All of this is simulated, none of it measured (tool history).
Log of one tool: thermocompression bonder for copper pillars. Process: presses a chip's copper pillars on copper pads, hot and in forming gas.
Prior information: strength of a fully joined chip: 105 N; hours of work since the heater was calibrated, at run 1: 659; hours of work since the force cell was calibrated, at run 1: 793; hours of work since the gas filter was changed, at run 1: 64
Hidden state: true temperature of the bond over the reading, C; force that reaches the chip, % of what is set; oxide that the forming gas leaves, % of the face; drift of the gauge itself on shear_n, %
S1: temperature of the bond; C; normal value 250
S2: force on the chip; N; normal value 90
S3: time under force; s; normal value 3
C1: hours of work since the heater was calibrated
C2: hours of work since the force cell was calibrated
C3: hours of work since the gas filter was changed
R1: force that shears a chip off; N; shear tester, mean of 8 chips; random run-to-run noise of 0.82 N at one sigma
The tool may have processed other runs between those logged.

run,hour,S1,S2,S3,C1,C2,C3,R1
1,0,250,90,3,659,793,64,59.6
2,47.5,250,90,3,688,821,93,59.6
3,102.7,250,90,3,720,854,126,59
4,158.4,250,90,3,754,887,159,59
5,212,250,90,3,785,919,191,57.7
# hour 239.1: forming gas filter changed
6,284.6,250,102,3,828,962,27,63.4
7,343.5,223,78,9,864,997,62,59.6
8,390.3,250,89,2,891,1025,90,50.7
9,427.5,266,92,3,914,1047,112,68.7
10,499.1,246,109,3,956,1090,155,59.7

5 ways to go on from here, each from the tool as it stands after run 10. What would each give?
A,573,246,74,2,1000,1134,199,?
B,573,280,97,2,1000,1134,199,?
C,573,229,59,3,1000,1134,199,?
D,573,259,93,4,1000,1134,199,?
E,573,242,109,3,1000,1134,199,?

run,R1
A,44.1
B,65.1
C,35.9
D,66.6
E,55.2
With the hidden condition removed and each run's random variation left untouched, the same runs would have given:
run,R1
A,52.1
B,74.6
C,43
D,76.5
E,64.4

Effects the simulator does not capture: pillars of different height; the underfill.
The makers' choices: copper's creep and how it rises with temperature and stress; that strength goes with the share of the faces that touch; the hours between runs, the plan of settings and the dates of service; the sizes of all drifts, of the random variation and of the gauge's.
